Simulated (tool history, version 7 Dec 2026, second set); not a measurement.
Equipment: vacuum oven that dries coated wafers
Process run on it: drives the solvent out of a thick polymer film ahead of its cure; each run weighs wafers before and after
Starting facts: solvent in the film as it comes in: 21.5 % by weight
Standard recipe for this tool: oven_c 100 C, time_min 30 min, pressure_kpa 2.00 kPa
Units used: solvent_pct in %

run 1 hour=0.0 | oven_c=100 time_min=30 pressure_kpa=2.00 | solvent_pct=1.22
run 2 hour=32.2 | oven_c=100 time_min=30 pressure_kpa=2.00 | solvent_pct=1.23
run 3 hour=75.1 | oven_c=95 time_min=30 pressure_kpa=2.00 | solvent_pct=2.20
run 4 hour=118.7 | oven_c=95 time_min=30 pressure_kpa=2.00 | solvent_pct=2.18
run 5 hour=172.8 | oven_c=100 time_min=15 pressure_kpa=2.00 | solvent_pct=3.71
run 6 hour=222.0 | oven_c=100 time_min=15 pressure_kpa=1.36 | solvent_pct=3.58
run 7 hour=261.7 | oven_c=100 time_min=17 pressure_kpa=1.36 | solvent_pct=2.88
run 8 hour=311.2 | oven_c=91 time_min=17 pressure_kpa=1.36 | solvent_pct=6.27
run 9 hour=345.5 | oven_c=91 time_min=17 pressure_kpa=1.36 | solvent_pct=6.25
run 10 hour=369.6 | oven_c=113 time_min=30 pressure_kpa=4.01 | solvent_pct=0.71
run 11 hour=398.7 | oven_c=100 time_min=21 pressure_kpa=2.00 | solvent_pct=2.14
run 12 hour=429.5 | oven_c=97 time_min=30 pressure_kpa=2.70 | solvent_pct=1.78
run 13 hour=467.2 | oven_c=101 time_min=52 pressure_kpa=2.00 | solvent_pct=0.56
run 14 hour=497.6 | oven_c=101 time_min=19 pressure_kpa=2.00 | solvent_pct=2.25
run 15 hour=542.8 | oven_c=95 time_min=30 pressure_kpa=6.41 | solvent_pct=3.28
run 16 hour=576.6 | oven_c=89 time_min=22 pressure_kpa=6.41 | solvent_pct=6.90
run 17 hour=599.0 | oven_c=112 time_min=22 pressure_kpa=6.41 | solvent_pct=1.20
run 18 hour=639.0 | oven_c=96 time_min=15 pressure_kpa=2.00 | solvent_pct=5.63

Put back what was entered between runs (2 entries, withheld): which listed runs does each sit between, and how does the hidden state differ from the listed run before to the listed run after?
Between runs 4 and 5: vacuum gauge cleaned of residue and calibrated (hour 167.8)
  true wafer temperature over the reading, C: 0.88 -> 0.93; true pressure over the reading, kPa: 0.332 -> 0.006
  what was measured, less what the result would be without the hidden state, solvent_pct: -0.13 -> -0.33 %
Between runs 17 and 18: oven's thermocouples calibrated (hour 619.0)
  true wafer temperature over the reading, C: 1.28 -> -0.08; true pressure over the reading, kPa: 0.102 -> 0.111
  what was measured, less what the result would be without the hidden state, solvent_pct: -0.07 -> +0.06 %
